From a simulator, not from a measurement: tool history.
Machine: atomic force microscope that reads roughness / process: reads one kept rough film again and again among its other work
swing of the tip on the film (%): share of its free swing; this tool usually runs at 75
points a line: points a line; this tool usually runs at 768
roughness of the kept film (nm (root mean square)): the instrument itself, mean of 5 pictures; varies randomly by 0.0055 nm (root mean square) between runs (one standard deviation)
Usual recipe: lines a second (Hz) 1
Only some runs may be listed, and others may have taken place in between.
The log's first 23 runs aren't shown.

run	hour	lines a second (Hz)	swing of the tip on the film (%)	points a line	roughness of the kept film (nm (root mean square))
24	304.9	1.22	59	299	0.934
# hour 313.9: height scale calibrated on a step standard, once more
25	313.9	2.53	59	299	0.908
26	332.1	2.53	59	299	0.916
27	341.4	2.53	71	667	0.884
28	357.9	2.53	71	667	0.881
29	366	2.53	71	667	0.882
30	383.2	0.84	69	321	0.903
31	402.7	1	75	359	0.9
32	416.6	1	75	359	0.898

Here are 4 independent what-if runs from the current tool condition. What would each one return?
A	429.2	1	75	487	?
B	429.2	1	75	607	?
C	429.2	0.54	88	570	?
D	429.2	1.44	75	520	?

run	roughness of the kept film (nm (root mean square))
A	0.885
B	0.899
C	0.897
D	0.874
Without the tool's hidden state the same runs would have given:
run	roughness of the kept film (nm (root mean square))
A	0.922
B	0.937
C	0.934
D	0.91
